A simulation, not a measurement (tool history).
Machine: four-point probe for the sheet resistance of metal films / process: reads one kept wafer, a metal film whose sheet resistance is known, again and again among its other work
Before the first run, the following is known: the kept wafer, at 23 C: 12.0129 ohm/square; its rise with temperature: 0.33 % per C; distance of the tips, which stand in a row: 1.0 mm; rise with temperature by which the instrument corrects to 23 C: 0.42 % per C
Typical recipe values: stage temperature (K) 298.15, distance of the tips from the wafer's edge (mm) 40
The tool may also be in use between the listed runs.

| run | hour | stage temperature (K) | distance of the tips from the wafer's edge (mm) | sheet resistance as the instrument gives it (ohm/square) |
|---|---|---|---|---|
| 1 | 0 | 298.15 | 40 | 12.01541 |
| 2 | 90.2 | 298.15 | 40 | 12.016043 |
| 3 | 214.6 | 298.15 | 40 | 12.008988 |
| 4 | 342.1 | 298.15 | 40 | 12.009774 |
| 5 | 437.6 | 298.15 | 40 | 12.002291 |
| 6 | 520.4 | 298.15 | 30 | 12.004667 |
| 7 | 594.2 | 298.15 | 40 | 12.00064 |
| 8 | 730.9 | 298.15 | 40 | 11.994852 |
| 9 | 802.2 | 298.15 | 40 | 11.990648 |
| 10 | 877.1 | 298.15 | 15 | 12.015279 |
| 11 | 944.8 | 298.15 | 15 | 12.008411 |
| 12 | 1046.7 | 298.15 | 15 | 12.009815 |
| 13 | 1107.4 | 298.15 | 15 | 12.004244 |
| 14 | 1205.6 | 298.15 | 15 | 11.997566 |
| 15 | 1324.3 | 295.15 | 40 | 12.007174 |
| 16 | 1434.4 | 295.15 | 7 | 12.129011 |
| 17 | 1524.6 | 295.15 | 7 | 12.127047 |
| 18 | 1660.6 | 295.15 | 7 | 12.120805 |
| 19 | 1721.9 | 293.15 | 9 | 12.087132 |
| 20 | 1820.7 | 293.15 | 9 | 12.089126 |
| 21 | 1894.7 | 298.15 | 40 | 11.955852 |
| 22 | 1999.6 | 298.15 | 40 | 11.948773 |

Estimate the outcome of run 23 from the log above:
| 23 | 2116.5 | 298.15 | 40 | ? |

{"run 23": {"sheet resistance as the instrument gives it (ohm/square)": 11.945492}}
Without the tool's hidden state the same run would have given sheet resistance as the instrument gives it (ohm/square) 11.993332.
